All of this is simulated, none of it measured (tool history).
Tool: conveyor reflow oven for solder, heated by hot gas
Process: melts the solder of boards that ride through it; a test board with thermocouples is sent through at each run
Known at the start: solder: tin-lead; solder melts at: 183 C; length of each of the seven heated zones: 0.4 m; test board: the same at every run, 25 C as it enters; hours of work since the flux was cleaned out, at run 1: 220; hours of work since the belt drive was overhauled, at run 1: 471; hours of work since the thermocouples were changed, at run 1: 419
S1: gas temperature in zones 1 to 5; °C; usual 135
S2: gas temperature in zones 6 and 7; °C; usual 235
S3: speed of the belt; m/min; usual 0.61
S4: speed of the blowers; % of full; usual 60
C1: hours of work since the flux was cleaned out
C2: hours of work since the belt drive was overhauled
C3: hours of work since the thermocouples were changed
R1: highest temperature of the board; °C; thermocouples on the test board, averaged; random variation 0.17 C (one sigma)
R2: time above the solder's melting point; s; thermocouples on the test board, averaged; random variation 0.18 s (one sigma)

Run 1, day 0: usual settings; C1 220; C2 471; C3 419. Result: R1 211.8 °C, R2 52.8 s.
Run 2, day 1.625: usual settings; C1 238; C2 489; C3 438. Result: R1 211.6 °C, R2 52.4 s.
Run 3, day 3.733: usual settings; C1 262; C2 513; C3 461. Result: R1 211.5 °C, R2 52.4 s.
Run 4, day 5.638: usual settings; C1 284; C2 535; C3 483. Result: R1 211.3 °C, R2 52.4 s.
Run 5, day 7.479: usual settings; C1 304; C2 556; C3 504. Result: R1 211.2 °C, R2 52.4 s.
Run 6, day 10.142: usual settings; C1 334; C2 586; C3 534. Result: R1 211.2 °C, R2 52.1 s.
Run 7, day 11.562: usual settings; C1 350; C2 602; C3 550. Result: R1 211.1 °C, R2 51.9 s.
Run 8, day 13.954: usual settings but S2 241 °C; C1 377; C2 629; C3 577. Result: R1 215.7 °C, R2 56.6 s.
Run 9, day 15.412: usual settings but S2 241 °C; C1 394; C2 645; C3 593. Result: R1 215.7 °C, R2 56.2 s.
Run 10, day 17.567: usual settings but S2 241 °C; C1 418; C2 669; C3 617. Result: R1 215.7 °C, R2 56.6 s.
Run 11, day 19.633: usual settings but S2 241 °C; C1 442; C2 693; C3 641. Result: R1 215.6 °C, R2 56.3 s.
Run 12, day 21.396: usual settings but S2 241 °C; C1 461; C2 713; C3 661. Result: R1 215.5 °C, R2 56.6 s.
At day 22.092: flux residue cleaned out of gas plates and filters.
Run 13, day 23.833: usual settings; C1 20; C2 738; C3 686. Result: R1 212.4 °C, R2 54.3 s.
Run 14, day 25.754: usual settings; C1 41; C2 759; C3 707. Result: R1 212.1 °C, R2 53.4 s.
Run 15, day 27.796: usual settings but S4 64 % of full; C1 64; C2 782; C3 730. Result: R1 213.2 °C, R2 55.3 s.
Run 16, day 29.204: usual settings; C1 80; C2 798; C3 746. Result: R1 211.6 °C, R2 53.7 s.
Run 17, day 30.542: usual settings but S1 138 °C, S2 233 °C, S3 0.515 m/min; C1 95; C2 813; C3 762. Result: R1 216.3 °C, R2 71.2 s.
Run 18, day 33.167: usual settings but S1 145 °C, S2 228 °C, S3 0.726 m/min, S4 79 % of full; C1 125; C2 843; C3 791. Result: R1 207 °C, R2 43.3 s.
Run 19, day 34.375: usual settings but S1 145 °C, S2 228 °C, S3 0.726 m/min, S4 79 % of full; C1 139; C2 857; C3 805. Result: R1 206.7 °C, R2 43.1 s.
Run 20, day 35.871: usual settings but S2 225 °C, S4 74 % of full; C1 155; C2 874; C3 822. Result: R1 206.5 °C, R2 49 s.
Run 21, day 38.338: usual settings but S2 225 °C, S4 74 % of full; C1 183; C2 901; C3 849. Result: R1 206.5 °C, R2 48.6 s.
Run 22, day 40.162: usual settings but S1 147 °C, S2 249 °C, S3 0.713 m/min, S4 74 % of full; C1 204; C2 922; C3 870. Result: R1 222.7 °C, R2 57.6 s.
Run 23, day 42.617: usual settings but S1 147 °C, S2 249 °C, S3 0.549 m/min, S4 56 % of full; C1 232; C2 950; C3 898. Result: R1 228 °C, R2 79.6 s.
Run 24, day 44.333: usual settings but S1 147 °C, S2 249 °C, S3 0.549 m/min, S4 56 % of full; C1 251; C2 969; C3 917. Result: R1 228.2 °C, R2 79.2 s.
Run 25, day 45.658: usual settings but S1 147 °C, S2 249 °C, S3 0.549 m/min, S4 56 % of full; C1 266; C2 984; C3 932. Result: R1 228.1 °C, R2 79.4 s.
Run 26, day 48.288: usual settings but S1 147 °C, S2 249 °C, S3 0.549 m/min, S4 56 % of full; C1 296; C2 1014; C3 962. Result: R1 227.6 °C, R2 79.3 s.
Run 27, day 50.233: usual settings but S2 246 °C, S3 0.591 m/min; C1 318; C2 1036; C3 984. Result: R1 220.9 °C, R2 63.9 s.
Run 28, day 51.538: usual settings but S1 129 °C, S2 246 °C, S3 0.591 m/min, S4 74 % of full; C1 332; C2 1050; C3 998. Result: R1 223.3 °C, R2 64.2 s.
Run 29, day 53.096: usual settings but S1 142 °C, S2 228 °C, S3 0.569 m/min, S4 82 % of full; C1 350; C2 1068; C3 1016. Result: R1 212.3 °C, R2 63.1 s.
Run 30, day 55.171: usual settings but S1 142 °C, S2 228 °C, S3 0.569 m/min, S4 82 % of full; C1 373; C2 1091; C3 1039. Result: R1 212.6 °C, R2 62.9 s.
Run 31, day 57.717: usual settings but S1 142 °C, S2 228 °C, S3 0.569 m/min, S4 82 % of full; C1 402; C2 1120; C3 1068. Result: R1 212.4 °C, R2 62.8 s.
Run 32, day 60.329: usual settings but S1 144 °C, S2 240 °C, S3 0.569 m/min, S4 82 % of full; C1 431; C2 1150; C3 1098. Result: R1 222.9 °C, R2 72.6 s.

3 ways to go on from here, each from the tool as it stands after run 32. What would each give?
Run A, day 63: usual settings but S1 137 °C, S2 237 °C, S3 0.515 m/min; C1 462; C2 1180; C3 1128. Result: R1 ?, R2 ?.
Run B, day 63: usual settings but S1 123 °C, S2 233 °C, S4 57 % of full; C1 462; C2 1180; C3 1128. Result: R1 ?, R2 ?.
Run C, day 63: usual settings but S1 146 °C, S4 58 % of full; C1 462; C2 1180; C3 1128. Result: R1 ?, R2 ?.

run     R1    R2
  A    218  72.3
  B  204.6  41.8
  C  212.2  57.9
Without the tool's hidden state the same runs would have given:
run     R1    R2
  A  221.5  73.1
  B  208.1  44.6
  C  215.6  59.3

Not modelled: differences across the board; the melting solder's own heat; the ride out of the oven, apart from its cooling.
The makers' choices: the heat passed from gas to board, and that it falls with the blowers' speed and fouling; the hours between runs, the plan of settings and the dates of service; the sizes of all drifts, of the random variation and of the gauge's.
